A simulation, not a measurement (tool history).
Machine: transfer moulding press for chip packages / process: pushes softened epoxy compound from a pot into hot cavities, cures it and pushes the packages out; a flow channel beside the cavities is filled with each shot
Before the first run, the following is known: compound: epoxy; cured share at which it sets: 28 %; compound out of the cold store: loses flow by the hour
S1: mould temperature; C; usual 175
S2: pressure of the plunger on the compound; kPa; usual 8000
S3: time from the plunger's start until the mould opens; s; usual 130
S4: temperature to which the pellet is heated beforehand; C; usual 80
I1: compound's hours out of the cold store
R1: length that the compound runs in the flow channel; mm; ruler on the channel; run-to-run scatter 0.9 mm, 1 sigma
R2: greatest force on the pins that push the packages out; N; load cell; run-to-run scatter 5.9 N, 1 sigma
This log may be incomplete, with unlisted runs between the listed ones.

run   hour   S1    S2   S3  S4    I1     R1   R2
  1      0  175  8000  130  80  21.3  509.3  376
  2   16.6  170  8000  130  80  21.3  512.7  463
  3   34.4  170  8000  130  80  31.9    482  478
      38.7  -- cavities cleaned with cleaning compound and waxed
  4   47.2  170  8000  130  80  26.3  497.5  406
  5   56.7  170  8000  130  80  26.2  498.9  427
  6   71.4  175  8000  130  73   9.7    541  421
  7   80.1  175  8000  130  80  29.1  486.4  437
      90.4  -- cavities cleaned with cleaning compound and waxed
  8   91.6  175  8000  130  80  24.4  498.2  352
  9  105.9  175  8000  130  80  23.3  498.5  386
 10  115.9  175  8000  130  80  45.7  440.6  399
 11    125  175  8000  130  80  36.7  462.6  411
 12  134.7  175  8000  130  80  30.4    479  434
     141.8  -- cavities cleaned with cleaning compound and waxed
 13  147.4  175  8000  130  80  28.3  482.1  354
 14  164.2  175  8000  130  80  26.5  488.1  387
 15  178.9  175  8000  130  80  31.8  473.1  418
       194  -- cavities cleaned with cleaning compound and waxed
 16  194.6  178  6850  144  84  43.5  406.1  328
     206.4  -- plunger's sealing rings changed
 17  208.8  180  9860  144  84  34.4  524.3  352
     212.4  -- mould's thermocouples calibrated
 18  227.3  176  8000  121  79  24.7  503.1  399
 19    237  176  8000  121  79  43.8  451.4  426
     240.5  -- mould's thermocouples calibrated, once more
 20  248.2  176  8000  121  79  16.7  525.1  454
     252.6  -- cavities cleaned with cleaning compound and waxed
 21  267.7  176  8000  121  82  20.9  511.6  385
 22  275.3  176  8000  121  82  44.7  446.7  410
 23    289  176  8000  121  87  37.1  465.8  438
 24  301.5  182  7520  141  85  31.4  461.1  416
     304.1  -- cavities cleaned with cleaning compound and waxed
 25  314.4  183  8000  164  80  16.8  516.1  344
 26  332.4  182  9570  112  80  24.8  539.2  398
 27  341.5  175  8000  137  78  13.8  528.5  429

What does the tool deliver on the next run?
 28  349.6  182  8000  149  80  37.4   ?   ?

R1: 459.1 mm
R2: 409 N
With the hidden condition absent and the run-to-run variation left alone, this run would have shown R1 466.8 mm, R2 322 N.
